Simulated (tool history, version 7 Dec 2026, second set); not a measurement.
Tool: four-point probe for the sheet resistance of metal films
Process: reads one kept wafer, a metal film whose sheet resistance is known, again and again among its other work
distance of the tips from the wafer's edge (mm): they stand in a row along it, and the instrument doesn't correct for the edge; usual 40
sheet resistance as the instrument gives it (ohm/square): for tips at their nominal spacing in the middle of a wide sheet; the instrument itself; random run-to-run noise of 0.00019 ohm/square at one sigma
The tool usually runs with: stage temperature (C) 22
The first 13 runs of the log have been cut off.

run,hour,stage temperature (C),distance of the tips from the wafer's edge (mm),touches since the probe head was changed,hours of work since the stage's thermometer was calibrated,sheet resistance as the instrument gives it (ohm/square)
14,359.9,22,40,10963,403,0.967318
15,385,22,40,11275,416,0.967625
16,402.4,22,68,11491,425,0.967416
17,422.7,22,68,11744,436,0.967502
18,449.7,22,68,12079,450,0.967558
19,485.9,22,68,12529,469,0.967562
20,506,22,14,12779,479,0.968132
21,540.5,22,40,13207,497,0.967614
22,576.4,22,40,13653,516,0.967757
23,612,32,40,14096,535,0.969999
24,642.7,28,5,14477,551,0.974389
25,675.4,28,5,14884,568,0.974629
26,699.7,21,4,15185,580,0.975373
27,731.2,31,40,15578,597,0.969735
28,765.3,27,50,16002,615,0.968718
29,781.9,22,45,16208,623,0.967898
30,814.2,33,10,16609,640,0.971512
31,836.8,31,6,16890,652,0.973624
32,874.8,20,11,17363,672,0.968633
33,912.7,30,11,17833,692,0.970695
34,932.1,30,3,18075,702,0.983921
35,957.5,30,3,18390,715,0.983632

Estimate the outcome of run 36 from the log above:
36,976.3,30,3,18624,725,?

Run 36 came out at sheet resistance as the instrument gives it (ohm/square) 0.983764.
If the tool had no hidden condition, the same run with the same run-to-run variation would have returned sheet resistance as the instrument gives it (ohm/square) 0.979309.
